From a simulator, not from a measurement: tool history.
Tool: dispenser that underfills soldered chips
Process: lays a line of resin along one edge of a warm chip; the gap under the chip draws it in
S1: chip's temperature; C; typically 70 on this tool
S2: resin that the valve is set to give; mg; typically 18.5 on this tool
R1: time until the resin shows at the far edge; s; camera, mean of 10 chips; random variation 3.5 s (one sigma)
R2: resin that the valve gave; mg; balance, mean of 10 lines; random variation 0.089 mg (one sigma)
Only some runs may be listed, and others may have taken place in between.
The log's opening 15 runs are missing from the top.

run,day,S1,S2,R1,R2
16,3.225,64,18.5,668.1,17.48
# day 3.392: new syringe of resin
17,3.425,64,18.5,471.3,17.4
# day 3.608: dispensing valve cleaned and set on the balance
18,3.675,64,18.5,598.8,18.6
# day 3.938: new syringe of resin
19,3.946,70,20.4,315.6,20.55
20,4.088,73,21.5,318.7,21.32
21,4.338,70,19.3,504.4,19.13
# day 4.442: new syringe of resin
22,4.517,71,20.3,319.2,20
23,4.771,73,16.4,400.7,16.24
# day 4.929: new syringe of resin
24,5.029,73,16.4,309.1,16.15
25,5.308,77,18.9,329.3,18.5
# day 5.429: new syringe of resin
26,5.442,55,18.6,750,18.12
27,5.638,82,19.7,217.1,19.17
28,5.821,82,19.7,264.3,19.21
# day 5.925: new syringe of resin
29,6.129,62,19.7,625.2,19.09
30,6.25,62,19.7,725.4,19.13
# day 6.433: new syringe of resin
31,6.558,77,19.7,255.6,19.03
32,6.854,77,19.7,347.1,18.8
# day 6.942: new syringe of resin
33,7.133,59,18.7,735.2,17.78
34,7.271,59,21.9,830.2,20.79
# day 7.433: new syringe of resin
35,7.471,59,21.9,601.4,20.56
36,7.758,83,16.8,245,15.8

Predict each of these 3 candidate next runs independently; none follows another, all start after run 36:
# day 7.825: dispensing valve cleaned and set on the balance
# day 7.979: new syringe of resin
A,8.046,82,16.8,?,?
# day 7.825: dispensing valve cleaned and set on the balance
# day 7.979: new syringe of resin
B,8.046,58,16.8,?,?
# day 7.825: dispensing valve cleaned and set on the balance
# day 7.979: new syringe of resin
C,8.046,74,18.1,?,?

run,R1,R2
A,186.7,16.69
B,670.8,16.7
C,279.3,18.05
What these runs would have given with no unlogged condition in the tool:
run,R1,R2
A,188.3,16.73
B,686.3,16.73
C,283,18.09
